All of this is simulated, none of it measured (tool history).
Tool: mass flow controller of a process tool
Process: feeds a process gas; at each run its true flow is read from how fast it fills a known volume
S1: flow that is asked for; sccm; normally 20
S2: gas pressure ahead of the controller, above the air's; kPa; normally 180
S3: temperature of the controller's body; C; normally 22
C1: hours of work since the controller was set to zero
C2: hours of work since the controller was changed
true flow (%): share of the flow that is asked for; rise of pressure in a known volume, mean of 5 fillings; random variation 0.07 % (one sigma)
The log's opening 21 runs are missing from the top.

run 22 hour=1944.2 | S1=20 S2=180 S3=22 | C1=4921 C2=4921 | true_flow_(%)=100.01
run 23 hour=2072.6 | S1=20 S2=180 S3=38 | C1=5010 C2=5010 | true_flow_(%)=99.50
run 24 hour=2182.3 | S1=16 S2=213 S3=34 | C1=5085 C2=5085 | true_flow_(%)=99.91
run 25 hour=2313.6 | S1=36 S2=144 S3=34 | C1=5176 C2=5176 | true_flow_(%)=100.16
run 26 hour=2396.9 | S1=14 S2=147 S3=22 | C1=5233 C2=5233 | true_flow_(%)=99.72
run 27 hour=2493.5 | S1=14 S2=147 S3=22 | C1=5300 C2=5300 | true_flow_(%)=99.76
run 28 hour=2584.0 | S1=10 S2=180 S3=37 | C1=5362 C2=5362 | true_flow_(%)=99.40
run 29 hour=2679.7 | S1=10 S2=180 S3=37 | C1=5428 C2=5428 | true_flow_(%)=99.57
run 30 hour=2746.0 | S1=20 S2=180 S3=29 | C1=5474 C2=5474 | true_flow_(%)=100.28
run 31 hour=2812.4 | S1=20 S2=180 S3=29 | C1=5520 C2=5520 | true_flow_(%)=100.37
run 32 hour=2908.3 | S1=5 S2=180 S3=22 | C1=5586 C2=5586 | true_flow_(%)=100.09
run 33 hour=3029.2 | S1=5 S2=180 S3=22 | C1=5669 C2=5669 | true_flow_(%)=100.18
run 34 hour=3133.7 | S1=37 S2=233 S3=35 | C1=5741 C2=5741 | true_flow_(%)=101.31
run 35 hour=3256.5 | S1=20 S2=180 S3=30 | C1=5826 C2=5826 | true_flow_(%)=100.52
run 36 hour=3344.9 | S1=38 S2=249 S3=22 | C1=5887 C2=5887 | true_flow_(%)=102.04
run 37 hour=3428.0 | S1=13 S2=249 S3=25 | C1=5944 C2=5944 | true_flow_(%)=101.15
run 38 hour=3494.1 | S1=5 S2=206 S3=25 | C1=5990 C2=5990 | true_flow_(%)=100.51
-- hour=3501.6 gauge calibrated
run 39 hour=3561.4 | S1=11 S2=155 S3=36 | C1=6036 C2=6036 | true_flow_(%)=98.01
run 40 hour=3653.1 | S1=14 S2=206 S3=29 | C1=6100 C2=6100 | true_flow_(%)=98.54
run 41 hour=3741.0 | S1=9 S2=238 S3=29 | C1=6160 C2=6160 | true_flow_(%)=98.76
run 42 hour=3867.2 | S1=6 S2=155 S3=26 | C1=6247 C2=6247 | true_flow_(%)=98.22
run 43 hour=3976.5 | S1=27 S2=156 S3=22 | C1=6323 C2=6323 | true_flow_(%)=99.33
run 44 hour=4047.0 | S1=8 S2=155 S3=39 | C1=6371 C2=6371 | true_flow_(%)=98.01

Consider 4 possible next runs. They are alternatives, not a sequence: every one starts from the tool as it was left by run 44. What does each give?
run A hour=4116.1 | S1=21 S2=243 S3=23 | C1=6419 C2=6419 | true_flow_(%)=?
run B hour=4116.1 | S1=20 S2=154 S3=26 | C1=6419 C2=6419 | true_flow_(%)=?
run C hour=4116.1 | S1=21 S2=258 S3=29 | C1=6419 C2=6419 | true_flow_(%)=?
run D hour=4116.1 | S1=6 S2=212 S3=24 | C1=6419 C2=6419 | true_flow_(%)=?

run=A true_flow_(%)=99.84
run=B true_flow_(%)=98.90
run=C true_flow_(%)=99.51
run=D true_flow_(%)=98.96
Without the tool's unlogged condition, the same runs would have read:
run=A true_flow_(%)=99.48
run=B true_flow_(%)=98.55
run=C true_flow_(%)=99.16
run=D true_flow_(%)=98.58

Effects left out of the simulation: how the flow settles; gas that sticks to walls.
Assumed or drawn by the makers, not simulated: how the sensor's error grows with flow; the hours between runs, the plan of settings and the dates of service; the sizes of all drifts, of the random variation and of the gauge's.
